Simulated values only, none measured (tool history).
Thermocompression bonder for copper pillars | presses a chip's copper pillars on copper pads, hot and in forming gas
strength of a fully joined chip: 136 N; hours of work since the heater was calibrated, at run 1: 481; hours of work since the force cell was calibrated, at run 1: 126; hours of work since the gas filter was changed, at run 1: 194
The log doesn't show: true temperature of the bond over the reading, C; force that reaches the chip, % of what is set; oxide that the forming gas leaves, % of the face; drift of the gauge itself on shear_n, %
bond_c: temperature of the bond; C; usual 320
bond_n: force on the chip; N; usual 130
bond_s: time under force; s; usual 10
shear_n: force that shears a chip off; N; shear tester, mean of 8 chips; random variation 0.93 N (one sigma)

run,hour,bond_c,bond_n,bond_s,hours of work since the heater was calibrated,hours of work since the force cell was calibrated,hours of work since the gas filter was changed,shear_n
1,0.0,320,130,10,481,126,194,78.3
2,29.9,317,130,10,504,149,217,75.7
3,44.3,317,130,10,515,160,229,74.9
4,58.7,320,130,10,527,171,240,78.2
5,75.3,320,130,27,539,184,252,100.7
# hour 87.3: forming gas filter changed
6,101.5,320,130,6,559,204,11,66.4
7,119.6,295,92,6,573,218,25,30.2
8,142.3,322,92,6,591,236,43,47.2
9,168.5,346,92,6,611,256,63,63.4
10,184.7,346,92,6,624,268,75,63.5
11,205.6,346,92,6,640,285,91,62.3
12,220.8,346,92,6,652,296,103,63.7

How the hidden state differs across the entries between the runs, from the last listed run before each to the first after it:
Between runs 5 and 6: forming gas filter changed (hour 87.3)
  oxide that the forming gas leaves, % of the face: 0.63 -> 0.51
